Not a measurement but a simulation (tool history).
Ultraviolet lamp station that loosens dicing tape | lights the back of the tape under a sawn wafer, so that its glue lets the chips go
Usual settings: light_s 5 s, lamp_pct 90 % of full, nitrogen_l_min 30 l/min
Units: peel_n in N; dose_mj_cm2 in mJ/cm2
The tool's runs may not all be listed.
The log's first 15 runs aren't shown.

| run | hour | light_s | lamp_pct | nitrogen_l_min | peel_n | dose_mj_cm2 |
|---|---|---|---|---|---|---|
| 16 | 1204.1 | 5 | 90 | 30 | 1.311 | 451 |
| 17 | 1247.5 | 2 | 90 | 30 | 3.882 | 181 |
| 18 | 1293.5 | 5 | 68 | 30 | 2.227 | 329 |
| 19 | 1347.7 | 5 | 68 | 30 | 2.373 | 321 |
| 20 | 1411.3 | 5 | 68 | 30 | 2.331 | 313 |
|  | 1435 | window cleaned of glue's vapour |
| 21 | 1458.8 | 6 | 90 | 17 | 1.485 | 542 |
| 22 | 1546 | 7 | 70 | 17 | 1.806 | 475 |
| 23 | 1589.6 | 5 | 90 | 11 | 2.762 | 429 |
| 24 | 1645.3 | 5 | 90 | 11 | 2.772 | 411 |
| 25 | 1689.1 | 5 | 90 | 11 | 2.956 | 403 |
| 26 | 1767.4 | 5 | 90 | 11 | 3.084 | 387 |
|  | 1796.1 | window cleaned of glue's vapour |
| 27 | 1810.9 | 4 | 69 | 26 | 2.975 | 263 |
| 28 | 1897.2 | 2 | 84 | 10 | 5.907 | 158 |
| 29 | 1947.6 | 8 | 90 | 50 | 0.48 | 648 |
| 30 | 2002.4 | 8 | 90 | 50 | 0.522 | 627 |
| 31 | 2069.7 | 8 | 90 | 50 | 0.543 | 601 |
|  | 2159.1 | window cleaned of glue's vapour |
| 32 | 2168.8 | 5 | 90 | 37 | 1.39 | 412 |
| 33 | 2257.7 | 5 | 90 | 11 | 2.983 | 392 |
| 34 | 2323.1 | 3 | 77 | 15 | 4.7 | 194 |
| 35 | 2372.1 | 4 | 97 | 48 | 1.828 | 319 |
| 36 | 2475 | 4 | 97 | 48 | 2.015 | 300 |
|  | 2521.4 | window cleaned of glue's vapour |
| 37 | 2521.4 | 6 | 81 | 28 | 1.58 | 423 |
| 38 | 2611.5 | 6 | 81 | 28 | 1.759 | 402 |

The next listed run, before its measurement:
| 39 | 2705 | 5 | 79 | 11 | ? | ? |

{"run 39": {"peel_n": 3.741, "dose_mj_cm2": 310}}
Without the tool's hidden state the same run would have given peel_n 2.206 N, dose_mj_cm2 510 mJ/cm2.
